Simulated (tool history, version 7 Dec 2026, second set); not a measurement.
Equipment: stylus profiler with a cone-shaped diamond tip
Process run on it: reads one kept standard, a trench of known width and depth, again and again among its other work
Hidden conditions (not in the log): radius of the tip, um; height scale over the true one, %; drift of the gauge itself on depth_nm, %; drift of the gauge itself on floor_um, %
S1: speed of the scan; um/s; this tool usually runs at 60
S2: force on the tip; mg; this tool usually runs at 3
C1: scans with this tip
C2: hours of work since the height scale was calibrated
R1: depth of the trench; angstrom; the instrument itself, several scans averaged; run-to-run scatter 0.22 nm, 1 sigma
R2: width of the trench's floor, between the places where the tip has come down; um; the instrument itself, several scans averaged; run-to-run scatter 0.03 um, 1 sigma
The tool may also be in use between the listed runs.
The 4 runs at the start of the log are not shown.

run,hour,S1,S2,C1,C2,R1,R2
5,306.1,29,3,13273,763,10084,94.3
6,414.1,29,3,13622,815,10083.4,94.2
7,488.1,55,3,13861,851,10084.3,94.15
8,554.3,60,3,14075,882,10088.6,94.08
9,643.8,60,3,14363,925,10090.9,94.04
10,741.9,60,3,14680,972,10092,94.02
11,848.6,60,3,15025,1023,10090.3,93.96
12,960.4,60,3,15386,1076,10095.4,93.93
13,1062,60,3,15714,1125,10094.7,93.9
# hour 1073.7: height scale calibrated on a step standard
14,1177.2,60,3,16085,50,10106,93.85
15,1237.8,60,3,16280,79,10108.1,93.8
16,1289.4,60,3,16447,103,10110.3,93.75
17,1406.5,60,3,16825,159,10107.2,93.74
18,1487.7,60,3,17087,198,10110,93.73
# hour 1556.8: height scale calibrated on a step standard, once more
19,1593.7,60,3,17428,18,10065.6,93.71

Expected results for the next run?
20,1656.8,60,3,17632,48,?,?

{"run 20": {"R1": 10065.1, "R2": 93.6}}
Minus the tool's unlogged condition, the same run would have read R1 10061.9 angstrom, R2 96.3 um.
